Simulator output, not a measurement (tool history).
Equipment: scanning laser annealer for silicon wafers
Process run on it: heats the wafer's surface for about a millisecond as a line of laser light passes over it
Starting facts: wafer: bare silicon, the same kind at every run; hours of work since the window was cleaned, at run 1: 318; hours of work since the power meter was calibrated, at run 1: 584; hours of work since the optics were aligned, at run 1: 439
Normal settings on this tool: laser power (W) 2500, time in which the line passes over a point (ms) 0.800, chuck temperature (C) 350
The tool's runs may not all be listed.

run    hour  laser power (W)  time in which the line passes over a point (ms)  chuck temperature (C)  hours of work since the window was cleaned  hours of work since the power meter was calibrated  hours of work since the optics were aligned  highest temperature of the surface (C)
  1     0.0             2500                                            0.800                    350                                         318                                                 584                                          439                                    1088
  2    24.3             2558                                            0.800                    350                                         329                                                 596                                          450                                    1105
  3    57.8             2558                                            0.800                    350                                         345                                                 612                                          466                                    1108
  4    83.9             2558                                            0.800                    350                                         357                                                 624                                          478                                    1105
  5   122.7             2558                                            0.800                    350                                         376                                                 642                                          497                                    1103
      143.4  -- window over the wafer cleaned
  6   158.5             2558                                            0.759                    350                                           7                                                 658                                          513                                    1107
  7   181.0             2527                                            0.800                    350                                          18                                                 669                                          524                                    1112
  8   205.7             2527                                            0.800                    350                                          30                                                 681                                          535                                    1117
  9   233.5             2500                                            0.800                    350                                          43                                                 694                                          548                                    1106
 10   256.3             2500                                            0.800                    350                                          54                                                 705                                          559                                    1107
 11   286.4             2500                                            0.800                    350                                          68                                                 719                                          574                                    1102
 12   307.3             2500                                            0.800                    350                                          78                                                 729                                          583                                    1101
 13   341.5             2500                                            0.800                    350                                          94                                                 745                                          600                                    1102
 14   368.0             2500                                            0.800                    350                                         107                                                 758                                          612                                    1099
 15   396.1             2500                                            0.800                    350                                         120                                                 771                                          626                                    1098
 16   437.1             2409                                            0.800                    350                                         139                                                 791                                          645                                    1071
 17   466.8             2409                                            0.800                    350                                         153                                                 805                                          659                                    1068
 18   484.5             2409                                            0.800                    350                                         162                                                 813                                          668                                    1071
 19   504.9             2409                                            0.800                    350                                         171                                                 823                                          677                                    1068
 20   545.1             2409                                            0.800                    350                                         191                                                 842                                          696                                    1066
 21   564.8             2409                                            0.800                    350                                         200                                                 851                                          706                                    1065
 22   591.6             2409                                            0.800                    350                                         213                                                 864                                          718                                    1063
 23   628.0             2681                                            0.840                    348                                         230                                                 881                                          736                                    1163
 24   651.7             2681                                            0.840                    348                                         241                                                 892                                          747                                    1161
 25   673.3             2681                                            0.654                    375                                         251                                                 903                                          757                                    1098
 26   707.9             2500                                            0.800                    325                                         268                                                 919                                          773                                    1067
 27   737.7             2500                                            0.800                    325                                         282                                                 933                                          788                                    1065
 28   775.5             2500                                            0.697                    350                                         300                                                 951                                          806                                    1039
 29   793.4             2500                                            0.697                    350                                         308                                                 960                                          814                                    1036
 30   825.3             2624                                            0.591                    368                                         323                                                 975                                          829                                    1031
 31   857.4             2637                                            0.662                    350                                         339                                                 990                                          844                                    1059
 32   882.1             2417                                            0.757                    378                                         350                                                1002                                          856                                    1066
 33   904.2             2307                                            0.809                    348                                         361                                                1012                                          867                                    1023
 34   922.7             2649                                            0.800                    325                                         370                                                1021                                          875                                    1101
 35   948.5             2575                                            0.895                    313                                         382                                                1033                                          888                                    1111
      955.5  -- window over the wafer cleaned
 36   972.1             2688                                            0.841                    380                                           8                                                1043                                          898                                    1212
 37  1011.3             2688                                            0.841                    380                                          26                                                1062                                          916                                    1210
 38  1044.1             2245                                            0.647                    366                                          42                                                1078                                          932                                     971
 39  1062.2             2658                                            0.798                    311                                          51                                                1086                                          941                                    1111
 40  1087.4             2719                                            0.867                    311                                          63                                                1098                                          953                                    1160
 41  1120.1             2719                                            0.867                    311                                          78                                                1114                                          968                                    1161

4 ways to go on from here, each from the tool as it stands after run 41. What would each give?
  A  1153.0             2508                                            0.934                    311                                          94                                                1129                                          984                                       ?
  B  1153.0             2393                                            0.654                    314                                          94                                                1129                                          984                                       ?
  C  1153.0             2719                                            0.867                    369                                          94                                                1129                                          984                                       ?
  D  1153.0             2719                                            0.894                    311                                          94                                                1129                                          984                                       ?

run  highest temperature of the surface (C)
  A                                    1116
  B                                     960
  C                                    1218
  D                                    1171
With no hidden state in the tool, these same runs would have given:
run  highest temperature of the surface (C)
  A                                    1137
  B                                     976
  C                                    1239
  D                                    1193

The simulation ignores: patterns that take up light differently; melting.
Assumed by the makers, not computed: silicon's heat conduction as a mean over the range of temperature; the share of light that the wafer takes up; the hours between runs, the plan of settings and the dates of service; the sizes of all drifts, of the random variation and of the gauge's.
